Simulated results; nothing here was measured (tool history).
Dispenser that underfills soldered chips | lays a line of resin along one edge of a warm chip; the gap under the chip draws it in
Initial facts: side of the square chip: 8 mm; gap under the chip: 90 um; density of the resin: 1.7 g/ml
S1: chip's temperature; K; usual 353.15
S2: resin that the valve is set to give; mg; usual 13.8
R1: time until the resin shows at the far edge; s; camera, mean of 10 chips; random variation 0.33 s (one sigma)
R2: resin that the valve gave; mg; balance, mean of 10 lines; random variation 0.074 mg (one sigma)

| run | hour | S1 | S2 | R1 | R2 |
|---|---|---|---|---|---|
| 1 | 0 | 353.15 | 13.8 | 16.3 | 13.15 |
| 2 | 3.9 | 340.15 | 13.8 | 32.2 | 13.13 |
|  | 7.4 | new syringe of resin |
| 3 | 7.5 | 340.15 | 13.8 | 23.3 | 13.02 |
| 4 | 11.8 | 340.15 | 13.8 | 27.4 | 13.04 |
| 5 | 17.9 | 340.15 | 13.8 | 32.7 | 12.99 |
|  | 20.1 | new syringe of resin |
| 6 | 25.4 | 353.15 | 12.4 | 16.4 | 11.66 |
| 7 | 28.9 | 353.15 | 13.8 | 17.8 | 13.03 |
|  | 33.1 | new syringe of resin |
| 8 | 35.1 | 353.15 | 13.8 | 15.1 | 12.73 |
| 9 | 38.4 | 353.15 | 13.8 | 15.9 | 12.86 |
|  | 46 | new syringe of resin |
| 10 | 46 | 353.15 | 13.8 | 13.3 | 12.95 |
| 11 | 50.3 | 348.15 | 13.8 | 19.7 | 12.8 |
| 12 | 55.6 | 353.15 | 16.9 | 18.9 | 15.66 |
|  | 59 | new syringe of resin |
| 13 | 60.7 | 353.15 | 16.9 | 14.3 | 15.58 |
| 14 | 64.5 | 353.15 | 13.8 | 16.8 | 12.72 |
|  | 72 | new syringe of resin |
| 15 | 72.6 | 353.15 | 13.8 | 13.8 | 12.69 |
|  | 74 | dispensing valve cleaned and set on the balance |
| 16 | 77.4 | 353.15 | 12.1 | 16.2 | 12.08 |
| 17 | 85.1 | 338.15 | 13.8 | 38.7 | 13.72 |
|  | 86.1 | new syringe of resin |
| 18 | 92.4 | 338.15 | 14 | 31.2 | 13.85 |
| 19 | 97.9 | 338.15 | 14 | 38.1 | 13.85 |
|  | 98.9 | new syringe of resin |
| 20 | 102.7 | 360.15 | 14 | 11.3 | 13.85 |
| 21 | 109.6 | 346.15 | 13.8 | 26.1 | 13.65 |
|  | 111.8 | new syringe of resin |
| 22 | 116.8 | 345.15 | 13.8 | 22.6 | 13.47 |
| 23 | 120.8 | 345.15 | 13.8 | 25.5 | 13.38 |
|  | 124.8 | new syringe of resin |
| 24 | 126.5 | 351.15 | 17.4 | 15.1 | 16.89 |
| 25 | 130.5 | 362.15 | 15.1 | 11.1 | 14.67 |
| 26 | 136.2 | 363.15 | 16.1 | 13 | 15.55 |
|  | 137.9 | new syringe of resin |
| 27 | 140.8 | 352.15 | 15.1 | 16.3 | 14.61 |
| 28 | 145.2 | 352.15 | 15.1 | 18.2 | 14.64 |
|  | 150.7 | new syringe of resin |
| 29 | 151.8 | 352.15 | 15.1 | 14.2 | 14.42 |
| 30 | 158.6 | 360.15 | 15 | 12.6 | 14.24 |
|  | 163.4 | new syringe of resin |
| 31 | 165.3 | 345.15 | 13.8 | 20.2 | 13.16 |
| 32 | 170.2 | 355.15 | 13.9 | 16 | 13.2 |
|  | 176.5 | new syringe of resin |
| 33 | 177.8 | 367.15 | 16.9 | 7.8 | 16.01 |
| 34 | 183.9 | 340.15 | 12.7 | 31.7 | 11.97 |
|  | 189.3 | new syringe of resin |
| 35 | 189.3 | 340.15 | 12.7 | 24.8 | 12.01 |
| 36 | 196.6 | 348.15 | 14.1 | 21.4 | 13.27 |

Branching from run 36: 3 alternative next runs. What would each branch give?
|  | 202.4 | new syringe of resin |
| A | 204.2 | 348.15 | 14.1 | ? | ? |
|  | 202.4 | new syringe of resin |
| B | 204.2 | 358.15 | 13.8 | ? | ? |
|  | 202.4 | new syringe of resin |
| C | 204.2 | 346.15 | 12.2 | ? | ? |

| run | R1 | R2 |
|---|---|---|
| A | 18.6 | 13.26 |
| B | 12.5 | 12.91 |
| C | 20.5 | 11.29 |
Stripped of hidden state, with their random variation kept, the same runs would have yielded:
| run | R1 | R2 |
|---|---|---|
| A | 16.1 | 14.18 |
| B | 10.9 | 13.8 |
| C | 17.5 | 12.07 |

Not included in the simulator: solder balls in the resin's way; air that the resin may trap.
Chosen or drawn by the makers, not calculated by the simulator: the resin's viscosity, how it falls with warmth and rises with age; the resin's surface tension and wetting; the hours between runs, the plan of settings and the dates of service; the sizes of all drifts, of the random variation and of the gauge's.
